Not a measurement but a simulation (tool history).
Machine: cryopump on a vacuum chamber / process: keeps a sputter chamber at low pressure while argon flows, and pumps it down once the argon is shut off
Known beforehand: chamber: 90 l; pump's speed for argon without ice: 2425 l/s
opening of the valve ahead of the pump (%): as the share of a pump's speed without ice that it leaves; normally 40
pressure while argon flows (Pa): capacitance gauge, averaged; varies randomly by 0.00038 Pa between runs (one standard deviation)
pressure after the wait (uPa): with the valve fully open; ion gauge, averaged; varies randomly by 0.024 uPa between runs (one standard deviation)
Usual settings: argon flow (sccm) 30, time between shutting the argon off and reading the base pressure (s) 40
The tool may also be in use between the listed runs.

run	hour	argon flow (sccm)	time between shutting the argon off and reading the base pressure (s)	opening of the valve ahead of the pump (%)	pressure while argon flows (Pa)	pressure after the wait (uPa)
1	0.0	30	40	40	0.0528	1.21
2	44.0	30	40	40	0.0534	1.21
3	69.6	30	40	40	0.0533	1.26
4	118.2	30	40	40	0.0538	1.28
5	163.2	30	40	16	0.1321	1.33
6	213.0	30	40	40	0.0545	1.36
7	240.7	30	40	40	0.0554	1.36
8	289.0	30	233	40	0.0554	0.78
9	315.5	30	233	40	0.0560	0.79
10	358.3	30	40	40	0.0558	1.45
11	404.5	30	124	40	0.0565	0.97
12	453.4	30	40	40	0.0567	1.51
13	481.1	30	40	40	0.0576	1.56
14	520.5	30	40	40	0.0578	1.55
# hour 542.3: pump warmed up, emptied and cooled again
15	556.9	30	40	40	0.0530	1.40
16	594.4	30	40	40	0.0531	1.49
17	640.4	18	40	18	0.0710	1.48
18	670.1	30	31	36	0.0587	1.76
19	690.6	30	164	36	0.0591	0.92
20	721.9	30	164	36	0.0594	0.93
21	756.1	43	88	44	0.0716	1.18
22	789.1	32	90	44	0.0536	1.18
23	830.5	59	35	44	0.0976	1.76
24	876.7	59	35	44	0.0995	1.78
25	926.2	27	103	21	0.0929	1.22
26	955.3	26	32	18	0.1038	2.02
27	982.6	26	26	17	0.1105	2.15
28	1028.0	18	26	28	0.0477	2.28

Predict each of these 3 candidate next runs independently; none follows another, all start after run 28:
A	1060.0	30	61	34	?	?
B	1060.0	17	26	28	?	?
C	1060.0	30	253	40	?	?

run	pressure while argon flows (Pa)	pressure after the wait (uPa)
A	0.0668	1.60
B	0.0455	2.30
C	0.0576	1.21
The same runs, with their run-to-run variation unchanged, on a tool lacking any hidden condition would have given:
run	pressure while argon flows (Pa)	pressure after the wait (uPa)
A	0.0615	0.64
B	0.0425	1.35
C	0.0523	0.26
